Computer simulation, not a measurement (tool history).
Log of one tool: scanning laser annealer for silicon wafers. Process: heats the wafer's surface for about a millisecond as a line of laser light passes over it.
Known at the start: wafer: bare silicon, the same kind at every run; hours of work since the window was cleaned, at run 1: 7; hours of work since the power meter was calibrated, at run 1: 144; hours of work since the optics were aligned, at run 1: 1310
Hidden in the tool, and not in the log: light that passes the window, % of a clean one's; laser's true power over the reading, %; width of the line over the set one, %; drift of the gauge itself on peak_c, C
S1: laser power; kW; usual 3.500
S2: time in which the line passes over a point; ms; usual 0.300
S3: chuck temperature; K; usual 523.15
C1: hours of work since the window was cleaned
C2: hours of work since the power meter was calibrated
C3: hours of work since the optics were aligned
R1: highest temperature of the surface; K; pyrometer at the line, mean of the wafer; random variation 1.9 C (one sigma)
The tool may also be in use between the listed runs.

run	hour	S1	S2	S3	C1	C2	C3	R1
1	0.0	3.500	0.300	523.15	7	144	1310	1338.15
2	4.4	3.500	0.300	523.15	10	147	1313	1338.15
3	8.8	3.500	0.300	523.15	13	149	1316	1339.15
4	13.9	3.500	0.300	523.15	16	153	1319	1340.15
5	19.5	3.542	0.300	523.15	20	156	1323	1350.15
6	25.8	3.500	0.300	523.15	24	160	1327	1338.15
7	29.8	3.500	0.300	538.15	26	163	1330	1350.15
8	34.3	3.500	0.300	538.15	29	166	1333	1355.15
9	42.1	3.500	0.300	538.15	34	171	1338	1354.15
10	48.5	3.500	0.300	538.15	39	175	1342	1351.15
11	53.8	3.500	0.300	538.15	42	178	1345	1351.15
12	61.2	3.500	0.238	523.15	47	183	1350	1253.15
13	68.8	3.500	0.238	523.15	52	188	1355	1258.15
14	77.9	3.217	0.318	547.15	57	194	1361	1301.15
15	82.0	2.985	0.250	498.15	60	197	1363	1114.15
16	91.4	3.465	0.250	512.15	66	203	1369	1251.15
17	98.3	3.465	0.250	512.15	71	207	1374	1252.15
18	106.2	3.500	0.241	519.15	76	212	1379	1254.15
19	111.7	3.500	0.241	519.15	79	216	1382	1248.15
20	116.5	3.500	0.241	519.15	82	219	1386	1251.15
21	122.2	3.479	0.220	496.15	86	223	1389	1195.15
22	129.0	3.479	0.220	496.15	90	227	1394	1195.15
23	135.8	3.479	0.220	496.15	95	231	1398	1196.15
24	141.9	3.479	0.220	496.15	99	235	1402	1194.15
25	145.7	3.385	0.223	523.15	101	238	1404	1201.15
26	151.7	3.798	0.255	509.15	105	242	1408	1343.15

Hidden state or all else? Some run-to-run changes of R1, split into what the settings, what came in and random variation would give without the hidden state, and what is left for the hidden state (with any gauge scatter that isn't in both results):
Run 14 -> 15: S1 3.217 -> 2.985, S2 0.318 -> 0.250, S3 547.15 -> 498.15. R1 -187.00 K: hidden state +5.00, all else -192.00.
Run 25 -> 26: S1 3.385 -> 3.798, S2 0.223 -> 0.255, S3 523.15 -> 509.15. R1 +142.00 K: hidden state -6.00, all else +148.00.

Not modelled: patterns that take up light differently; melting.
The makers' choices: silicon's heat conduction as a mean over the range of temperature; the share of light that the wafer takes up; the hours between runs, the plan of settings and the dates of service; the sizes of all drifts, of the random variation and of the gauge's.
